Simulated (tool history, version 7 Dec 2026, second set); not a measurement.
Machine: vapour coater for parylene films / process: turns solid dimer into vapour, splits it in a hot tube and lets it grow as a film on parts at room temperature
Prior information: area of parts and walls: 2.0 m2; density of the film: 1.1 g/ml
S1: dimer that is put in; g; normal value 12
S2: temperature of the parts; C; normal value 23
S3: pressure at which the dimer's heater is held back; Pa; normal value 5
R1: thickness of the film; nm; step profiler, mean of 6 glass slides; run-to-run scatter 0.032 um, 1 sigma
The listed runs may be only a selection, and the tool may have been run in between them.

| run | day | S1 | S2 | S3 | R1 |
|---|---|---|---|---|---|
| 1 | 0 | 12 | 23 | 5 | 3470 |
| 2 | 1.662 | 12 | 23 | 5 | 3500 |
| 3 | 2.538 | 12 | 23 | 5 | 3430 |
|  | 3.712 | trap's valve overhauled |
| 4 | 4.325 | 12 | 23 | 5 | 3910 |
| 5 | 5.633 | 12 | 23 | 5 | 3860 |
| 6 | 7.179 | 12 | 23 | 5 | 3740 |
| 7 | 8.75 | 12 | 23 | 5 | 3690 |
| 8 | 10.433 | 12 | 23 | 5 | 3780 |
| 9 | 11.592 | 12 | 23 | 5 | 3750 |
| 10 | 13.308 | 5 | 23 | 5 | 1570 |
| 11 | 14.246 | 5 | 23 | 5 | 1530 |
| 12 | 16.025 | 5 | 23 | 5 | 1540 |
| 13 | 17.425 | 12 | 23 | 5 | 3650 |
| 14 | 19.121 | 20 | 23 | 5 | 6050 |
| 15 | 19.925 | 12 | 23 | 5 | 3630 |
|  | 20.096 | table's thermometer calibrated |
| 16 | 20.758 | 12 | 23 | 5 | 3560 |
| 17 | 22.375 | 12 | 23 | 5 | 3520 |
| 18 | 24.133 | 12 | 23 | 5 | 3510 |
| 19 | 24.95 | 12 | 23 | 5 | 3590 |
| 20 | 26.396 | 12 | 15 | 5 | 4930 |
| 21 | 27.417 | 12 | 23 | 5 | 3460 |
| 22 | 28.746 | 12 | 23 | 5 | 3490 |
|  | 29.033 | table's thermometer calibrated, once more |
| 23 | 30.3 | 12 | 23 | 5 | 3490 |
|  | 31.512 | trap's valve overhauled |
| 24 | 32.154 | 12 | 23 | 5 | 3830 |
| 25 | 33.596 | 12 | 23 | 5 | 3800 |
| 26 | 34.612 | 12 | 23 | 5 | 3840 |
| 27 | 36.083 | 8 | 20 | 5 | 2900 |
| 28 | 37.142 | 6 | 26 | 6.06 | 1600 |
| 29 | 38.583 | 6 | 26 | 6.06 | 1610 |
| 30 | 39.633 | 15 | 16 | 2.22 | 6420 |
| 31 | 41.025 | 15 | 16 | 2.22 | 6400 |
| 32 | 42.708 | 7 | 19 | 2.22 | 2960 |
| 33 | 44.429 | 7 | 19 | 2.22 | 2940 |
| 34 | 46.15 | 7 | 30 | 2.22 | 1830 |
| 35 | 46.933 | 15 | 19 | 5.34 | 5350 |
| 36 | 48.079 | 6 | 19 | 5.34 | 2140 |
| 37 | 49.617 | 6 | 19 | 5.34 | 2110 |
| 38 | 51.329 | 6 | 19 | 5.34 | 2100 |
| 39 | 52.658 | 12 | 16 | 5 | 4800 |
| 40 | 53.554 | 5 | 25 | 6.08 | 1290 |
| 41 | 55.321 | 21 | 25 | 2.27 | 6560 |
| 42 | 56.317 | 6 | 23 | 2.41 | 2000 |
| 43 | 57.538 | 19 | 23 | 3.64 | 5800 |
| 44 | 58.988 | 5 | 16 | 2.09 | 1990 |
|  | 59.3 | trap's valve overhauled |
| 45 | 60.512 | 5 | 16 | 3.5 | 2250 |
| 46 | 61.888 | 10 | 22 | 2.86 | 3600 |
| 47 | 63.258 | 6 | 17 | 2.52 | 2630 |

Difference, measured minus no-hidden-state, one row per run. Run-to-run variation is common to both terms; the gauge's own scatter need not be:
Hidden state at play: vapour lost through the trap's worn valve, %; true temperature of the parts over the reading, C; drift of the gauge itself on film_um, %.
| run | R1 |
|---|---|
| 1 | -370 |
| 2 | -400 |
| 3 | -410 |
| 4 | -30 |
| 5 | -50 |
| 6 | -80 |
| 7 | -100 |
| 8 | -120 |
| 9 | -140 |
| 10 | -70 |
| 11 | -70 |
| 12 | -80 |
| 13 | -230 |
| 14 | -430 |
| 15 | -260 |
| 16 | -310 |
| 17 | -330 |
| 18 | -350 |
| 19 | -360 |
| 20 | -440 |
| 21 | -400 |
| 22 | -430 |
| 23 | -360 |
| 24 | -10 |
| 25 | -20 |
| 26 | -40 |
| 27 | -50 |
| 28 | -40 |
| 29 | -50 |
| 30 | -210 |
| 31 | -240 |
| 32 | -140 |
| 33 | -160 |
| 34 | -110 |
| 35 | -350 |
| 36 | -150 |
| 37 | -160 |
| 38 | -180 |
| 39 | -440 |
| 40 | -120 |
| 41 | -690 |
| 42 | -220 |
| 43 | -660 |
| 44 | -230 |
| 45 | -10 |
| 46 | -70 |
| 47 | -40 |
